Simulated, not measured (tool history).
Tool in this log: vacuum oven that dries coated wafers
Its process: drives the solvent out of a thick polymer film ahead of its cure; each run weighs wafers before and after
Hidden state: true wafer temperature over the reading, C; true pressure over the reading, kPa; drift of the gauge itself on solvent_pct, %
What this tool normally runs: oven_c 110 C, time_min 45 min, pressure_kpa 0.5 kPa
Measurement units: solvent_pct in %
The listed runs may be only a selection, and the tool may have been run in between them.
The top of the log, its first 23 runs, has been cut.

run,hour,oven_c,time_min,pressure_kpa,hours of work since the thermocouples were calibrated,hours of work since the vacuum gauge was cleaned of residue,solvent_pct
24,917.6,110,45,0.5,611,1264,1.84
25,976.2,97,45,0.771,641,1294,6.62
26,1032.8,108,45,0.888,670,1323,2.7
27,1087.4,108,45,0.888,698,1351,2.61
28,1125.1,124,63,1.896,718,1370,1.54
29,1179.7,120,45,0.384,746,1398,0.72
30,1238.5,113,45,0.384,776,1428,1.34
31,1267.9,113,45,0.548,791,1443,1.43
32,1321.2,117,52,0.548,818,1471,0.98
33,1352.4,102,42,1.751,834,1487,5.9
34,1394.4,118,31,0.384,856,1508,1.26
35,1440.2,118,31,0.384,879,1532,1.29
36,1500.9,104,33,0.384,910,1563,5.06
37,1540.1,96,62,1.748,930,1583,6.64
38,1574.3,96,81,0.758,948,1601,4.13
39,1605.5,109,25,0.509,964,1617,4.57
40,1647.9,109,25,0.509,986,1638,4.63
41,1677.7,114,45,1.779,1001,1654,2.37
42,1718.9,110,61,0.5,1022,1675,1.38
43,1780.5,99,45,0.5,1054,1706,5.47
44,1834,107,29,1.523,1081,1734,5.44
45,1880.1,114,29,1.523,1105,1757,3.13
46,1914.7,119,55,0.612,1123,1775,0.93
47,1959.6,110,67,0.392,1146,1798,1.35

Forecast each of these 4 alternatives for the next run:
A,1995.3,110,76,1.347,1164,1817,?
B,1995.3,100,67,1.53,1164,1817,?
C,1995.3,110,58,1.563,1164,1817,?
D,1995.3,105,36,0.432,1164,1817,?

run,solvent_pct
A,2.05
B,4.47
C,2.46
D,4.19
Take away the tool's hidden state, keep each run's random variation, and the runs would have read:
run,solvent_pct
A,1.36
B,3.79
C,1.85
D,3.76

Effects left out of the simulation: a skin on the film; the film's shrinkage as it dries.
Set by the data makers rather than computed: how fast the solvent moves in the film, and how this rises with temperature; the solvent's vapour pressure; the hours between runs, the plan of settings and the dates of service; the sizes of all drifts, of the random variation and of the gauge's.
